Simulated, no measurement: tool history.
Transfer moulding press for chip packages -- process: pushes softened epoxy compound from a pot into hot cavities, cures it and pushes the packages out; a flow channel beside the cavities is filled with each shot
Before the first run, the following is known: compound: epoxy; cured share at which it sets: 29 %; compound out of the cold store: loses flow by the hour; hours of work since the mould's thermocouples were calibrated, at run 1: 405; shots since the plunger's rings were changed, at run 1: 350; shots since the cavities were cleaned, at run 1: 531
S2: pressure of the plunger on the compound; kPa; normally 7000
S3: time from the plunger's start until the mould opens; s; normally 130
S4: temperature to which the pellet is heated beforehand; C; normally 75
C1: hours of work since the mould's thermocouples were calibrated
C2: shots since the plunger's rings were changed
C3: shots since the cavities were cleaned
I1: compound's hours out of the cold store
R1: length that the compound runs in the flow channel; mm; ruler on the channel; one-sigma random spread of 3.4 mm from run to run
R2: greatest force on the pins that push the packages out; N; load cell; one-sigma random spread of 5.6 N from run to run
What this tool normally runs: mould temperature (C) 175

run 1 hour=0.0 | mould_temperature_(C)=175 S2=7000 S3=130 S4=75 | C1=405 C2=350 C3=531 | I1=16.6 | R1=574 R2=287
run 2 hour=11.9 | mould_temperature_(C)=175 S2=7000 S3=130 S4=75 | C1=414 C2=474 C3=655 | I1=38.1 | R1=524 R2=290
-- hour=20.4 cavities cleaned with cleaning compound and waxed
run 3 hour=35.8 | mould_temperature_(C)=175 S2=7000 S3=127 S4=75 | C1=430 C2=706 C3=159 | I1=22.0 | R1=551 R2=244
run 4 hour=49.0 | mould_temperature_(C)=175 S2=6710 S3=127 S4=75 | C1=440 C2=844 C3=297 | I1=10.4 | R1=581 R2=270
run 5 hour=69.4 | mould_temperature_(C)=175 S2=6710 S3=127 S4=75 | C1=454 C2=1056 C3=509 | I1=35.6 | R1=515 R2=279
-- hour=92.2 cavities cleaned with cleaning compound and waxed
run 6 hour=96.8 | mould_temperature_(C)=175 S2=7250 S3=130 S4=75 | C1=473 C2=1326 C3=49 | I1=20.9 | R1=565 R2=212
run 7 hour=120.2 | mould_temperature_(C)=175 S2=7000 S3=130 S4=75 | C1=490 C2=1569 C3=292 | I1=9.5 | R1=581 R2=264
run 8 hour=140.3 | mould_temperature_(C)=172 S2=7000 S3=130 S4=75 | C1=505 C2=1779 C3=502 | I1=41.3 | R1=506 R2=302
-- hour=163.7 cavities cleaned with cleaning compound and waxed
run 9 hour=164.8 | mould_temperature_(C)=175 S2=7000 S3=130 S4=77 | C1=521 C2=2017 C3=11 | I1=43.2 | R1=495 R2=205
run 10 hour=188.9 | mould_temperature_(C)=175 S2=7000 S3=130 S4=75 | C1=539 C2=2268 C3=262 | I1=27.1 | R1=531 R2=259
-- hour=210.2 mould's thermocouples calibrated
run 11 hour=218.0 | mould_temperature_(C)=175 S2=7000 S3=166 S4=75 | C1=6 C2=2550 C3=544 | I1=38.6 | R1=495 R2=272
-- hour=236.8 cavities cleaned with cleaning compound and waxed
run 12 hour=246.2 | mould_temperature_(C)=175 S2=7000 S3=130 S4=75 | C1=25 C2=2827 C3=97 | I1=35.2 | R1=503 R2=233
run 13 hour=261.8 | mould_temperature_(C)=175 S2=7000 S3=130 S4=75 | C1=36 C2=2989 C3=259 | I1=11.4 | R1=562 R2=272
run 14 hour=284.8 | mould_temperature_(C)=175 S2=7000 S3=130 S4=75 | C1=53 C2=3228 C3=498 | I1=34.5 | R1=505 R2=296
-- hour=293.5 plunger's sealing rings changed
-- hour=311.4 cavities cleaned with cleaning compound and waxed
run 15 hour=311.9 | mould_temperature_(C)=167 S2=7000 S3=149 S4=80 | C1=70 C2=176 C3=5 | I1=36.1 | R1=543 R2=231
run 16 hour=323.8 | mould_temperature_(C)=167 S2=7000 S3=119 S4=76 | C1=78 C2=299 C3=128 | I1=33.9 | R1=554 R2=397

For run 17, what comes out?
run 17 hour=341.8 | mould_temperature_(C)=181 S2=7000 S3=166 S4=76 | C1=91 C2=487 C3=316 | I1=8.7 | R1=? R2=?

{"run 17": {"R1": 580, "R2": 254}}
Without the tool's hidden state the same run would have given R1 587 mm, R2 186 N.

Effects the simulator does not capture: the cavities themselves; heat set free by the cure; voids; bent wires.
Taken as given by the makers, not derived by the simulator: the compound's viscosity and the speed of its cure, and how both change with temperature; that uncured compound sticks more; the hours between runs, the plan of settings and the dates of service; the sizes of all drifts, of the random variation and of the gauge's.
